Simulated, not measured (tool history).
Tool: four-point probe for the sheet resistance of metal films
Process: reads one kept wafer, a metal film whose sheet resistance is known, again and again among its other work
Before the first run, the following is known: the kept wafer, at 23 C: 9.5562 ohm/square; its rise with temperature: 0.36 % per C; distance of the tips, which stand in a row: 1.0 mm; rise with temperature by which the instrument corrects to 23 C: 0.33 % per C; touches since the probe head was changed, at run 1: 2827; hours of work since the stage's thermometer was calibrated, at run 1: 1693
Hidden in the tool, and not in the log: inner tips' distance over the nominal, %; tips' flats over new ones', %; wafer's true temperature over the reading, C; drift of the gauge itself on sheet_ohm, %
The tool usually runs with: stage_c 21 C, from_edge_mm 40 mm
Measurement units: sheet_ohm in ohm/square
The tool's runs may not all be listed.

run	hour	stage_c	from_edge_mm	touches since the probe head was changed	hours of work since the stage's thermometer was calibrated	sheet_ohm
1	0	21	40	2827	1693	9.554115
2	10.7	21	40	3050	1700	9.555746
3	17.4	21	40	3189	1704	9.560093
4	30.5	21	40	3460	1711	9.557904
# hour 32: stage's thermometer calibrated
5	43	21	40	3711	6	9.567057
6	58.4	32	28	4031	16	9.595425
7	69.4	23	28	4259	22	9.576596
# hour 80.4: stage's thermometer calibrated, once more
8	82	21	3	4508	1	10.071438
9	96.6	21	3	4812	10	10.07061
10	111.2	21	3	5115	18	10.073942

Forecast each of these 5 alternatives for the next run:
A	122.4	29	24	5349	25	?
B	122.4	29	18	5349	25	?
C	122.4	21	4	5349	25	?
D	122.4	30	34	5349	25	?
E	122.4	21	40	5349	25	?

run	sheet_ohm
A	9.569118
B	9.573179
C	9.846421
D	9.56753
E	9.538962
With no hidden state in the tool, these same runs would have given:
run	sheet_ohm
A	9.583683
B	9.58775
C	9.86134
D	9.582097
E	9.553455
